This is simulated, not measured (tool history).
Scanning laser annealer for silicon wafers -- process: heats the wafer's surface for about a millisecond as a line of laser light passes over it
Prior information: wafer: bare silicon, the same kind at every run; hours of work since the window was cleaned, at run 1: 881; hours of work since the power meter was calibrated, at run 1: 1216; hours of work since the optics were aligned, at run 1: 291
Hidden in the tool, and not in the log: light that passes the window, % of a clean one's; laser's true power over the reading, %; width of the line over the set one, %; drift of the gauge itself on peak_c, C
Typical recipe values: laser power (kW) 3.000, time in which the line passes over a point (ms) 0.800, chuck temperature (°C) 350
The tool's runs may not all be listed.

run     day  laser power (kW)  time in which the line passes over a point (ms)  chuck temperature (°C)  hours of work since the window was cleaned  hours of work since the power meter was calibrated  hours of work since the optics were aligned  highest temperature of the surface (°C)
  1   0.000             3.000                                            0.800                     350                                         881                                                1216                                          291                                     1064
      1.092  -- window over the wafer cleaned
  2   1.592             3.000                                            0.751                     350                                           8                                                1241                                          316                                     1087
  3   3.417             3.000                                            0.751                     350                                          39                                                1272                                          347                                     1087
  4   4.354             3.144                                            0.751                     350                                          55                                                1288                                          363                                     1130
  5   5.825             3.144                                            0.751                     350                                          80                                                1313                                          387                                     1128
  6   6.658             3.000                                            0.717                     350                                          94                                                1327                                          401                                     1068
  7   7.992             3.000                                            0.800                     350                                         116                                                1349                                          424                                     1103
  8   9.954             3.000                                            0.800                     350                                         149                                                1382                                          457                                     1101
  9  11.633             3.000                                            0.800                     350                                         177                                                1410                                          485                                     1098
 10  12.879             3.000                                            0.800                     350                                         198                                                1431                                          506                                     1096
 11  14.829             3.000                                            0.800                     350                                         231                                                1464                                          539                                     1097
 12  15.938             3.000                                            0.786                     350                                         250                                                1483                                          558                                     1083
 13  17.333             3.000                                            0.800                     350                                         273                                                1506                                          581                                     1091
 14  18.312             2.617                                            0.800                     350                                         290                                                1523                                          598                                      972
 15  20.208             2.617                                            0.800                     350                                         322                                                1555                                          629                                      972
 16  22.058             2.617                                            0.800                     350                                         353                                                1586                                          661                                      968
 17  23.533             3.000                                            0.767                     350                                         378                                                1611                                          685                                     1064
 18  25.525             3.000                                            0.800                     350                                         411                                                1644                                          719                                     1080
 19  27.342             2.591                                            0.800                     326                                         442                                                1675                                          750                                      929
     28.446  -- optics aligned, line set to its width
 20  29.150             2.591                                            0.800                     326                                         469                                                1702                                           12                                      952
 21  30.871             2.591                                            0.800                     326                                         498                                                1731                                           41                                      949
 22  32.054             3.000                                            0.800                     344                                         518                                                1750                                           61                                     1091
 23  33.200             3.000                                            0.800                     344                                         537                                                1770                                           80                                     1086
 24  34.546             2.687                                            0.619                     343                                         559                                                1792                                          103                                      916
 25  35.996             3.042                                            0.800                     382                                         584                                                1817                                          127                                     1134
 26  37.758             3.126                                            0.695                     373                                         614                                                1846                                          157                                     1100
 27  38.717             3.162                                            0.672                     341                                         630                                                1863                                          173                                     1066
 28  40.675             3.269                                            0.803                     323                                         663                                                1896                                          206                                     1140
 29  41.779             2.847                                            0.797                     338                                         681                                                1914                                          224                                     1025
 30  43.071             2.787                                            0.934                     322                                         703                                                1936                                          246                                     1039
 31  44.921             3.067                                            0.610                     311                                         734                                                1967                                          277                                      970
 32  45.900             3.000                                            0.620                     354                                         751                                                1983                                          294                                      997
 33  47.483             3.000                                            0.947                     367                                         777                                                2010                                          320                                     1150
 34  48.312             3.295                                            0.757                     323                                         791                                                2024                                          334                                     1117
 35  49.854             3.295                                            0.757                     323                                         817                                                2050                                          360                                     1112
 36  51.650             3.000                                            0.763                     388                                         847                                                2080                                          390                                     1088

4 options for the next run, each taken on its own from the tool as it stands now. Forecast them:
  A  53.575             3.000                                            0.756                     350                                         880                                                2113                                          423                                        ?
  B  53.575             3.194                                            0.586                     388                                         880                                                2113                                          423                                        ?
  C  53.575             3.246                                            0.845                     388                                         880                                                2113                                          423                                        ?
  D  53.575             2.655                                            0.793                     371                                         880                                                2113                                          423                                        ?

run  highest temperature of the surface (°C)
  A                                     1049
  B                                     1059
  C                                     1199
  D                                      984
With no hidden state in the tool, these same runs would have given:
run  highest temperature of the surface (°C)
  A                                     1098
  B                                     1107
  C                                     1256
  D                                     1027
